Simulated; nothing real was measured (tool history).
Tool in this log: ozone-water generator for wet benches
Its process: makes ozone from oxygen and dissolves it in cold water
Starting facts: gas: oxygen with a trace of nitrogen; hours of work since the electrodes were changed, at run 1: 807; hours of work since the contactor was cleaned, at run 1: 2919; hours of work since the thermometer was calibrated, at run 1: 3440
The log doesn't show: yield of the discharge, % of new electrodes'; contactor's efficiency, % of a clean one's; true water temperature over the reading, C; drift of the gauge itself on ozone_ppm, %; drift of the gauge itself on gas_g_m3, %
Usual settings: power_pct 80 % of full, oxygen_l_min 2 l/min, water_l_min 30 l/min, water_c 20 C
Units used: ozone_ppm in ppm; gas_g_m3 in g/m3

run	day	power_pct	oxygen_l_min	water_l_min	water_c	hours of work since the electrodes were changed	hours of work since the contactor was cleaned	hours of work since the thermometer was calibrated	ozone_ppm	gas_g_m3
1	0	80	2	30	20	807	2919	3440	11	241
2	2.417	80	2	30	20	855	2967	3487	11.1	237.5
3	6.554	80	2	30	17	936	3049	3569	11.2	238.5
4	8.725	80	2	21	20	979	3091	3612	15.8	237.1
5	13.592	80	2	21	20	1075	3187	3708	15.6	237.7
6	18.471	80	2	21	20	1172	3284	3804	15.6	237.8
7	23.088	80	2	30	20	1263	3375	3895	11	236.7
8	26.604	80	2	30	20	1332	3444	3965	11	236.1
9	30.45	80	2	30	20	1408	3520	4041	10.8	235.3
10	33.721	80	2	30	20	1473	3585	4105	11	233.2
11	36.642	80	2	30	20	1530	3642	4163	10.8	234.2
12	39.683	80	2	30	20	1590	3702	4223	10.8	237.5
13	42.346	80	2	30	20	1643	3755	4275	11.3	233.5
14	44.575	80	2	30	20	1687	3799	4319	10.9	232.5
15	46.8	80	2	30	20	1731	3843	4363	11.1	233.5
16	49.879	65	2	30	20	1791	3903	4424	9.2	197.3
17	52.879	65	2	30	20	1851	3963	4483	9.1	198.7
# day 53.712: water thermometer calibrated
18	57.521	65	2	30	20	1942	4054	75	9.2	199.4
19	59.821	80	3.19	30	23	1987	4099	121	11.9	178.2
20	61.846	80	2	29	22	2027	4139	160	11.2	233.6
# day 66.429: gauge calibrated
21	66.558	80	2	29	22	2120	4232	254	11.1	239.4
22	71.283	80	2	29	22	2213	4325	347	11.3	238.3
23	75.712	80	2	45	27	2301	4413	434	6.5	236.7
24	78.808	80	2.89	45	27	2362	4474	495	7.5	194
25	80.925	80	2.89	45	22	2404	4516	537	7.4	190
26	83.408	71	1.72	30	21	2453	4565	586	9.3	233.7
27	86.842	56	2.53	26	20	2520	4632	654	9.7	157
28	88.858	56	2.53	26	20	2560	4672	694	10.2	154.8
29	92.608	56	2.53	25	21	2634	4746	767	10.3	155.9

Some steps in gas_g_m3, run to run, broken into two amounts with sign: the step expected even without the hidden condition (settings, incoming material, random variation), and the rest, left for the hidden condition together with whatever gauge scatter is not in both the measured and the hidden-condition-free result:
Run 19 -> 20: oxygen_l_min 3.19 -> 2, water_l_min 30 -> 29, water_c 23 -> 22. gas_g_m3 +55.4 g/m3: hidden state -1.8, all else +57.2.
Run 20 -> 21: gauge calibrated. gas_g_m3 +5.8 g/m3: hidden state +6.5, all else -0.7.
Run 26 -> 27: power_pct 71 -> 56, oxygen_l_min 1.72 -> 2.53, water_l_min 30 -> 26, water_c 21 -> 20. gas_g_m3 -76.7 g/m3: hidden state +0.5, all else -77.2.
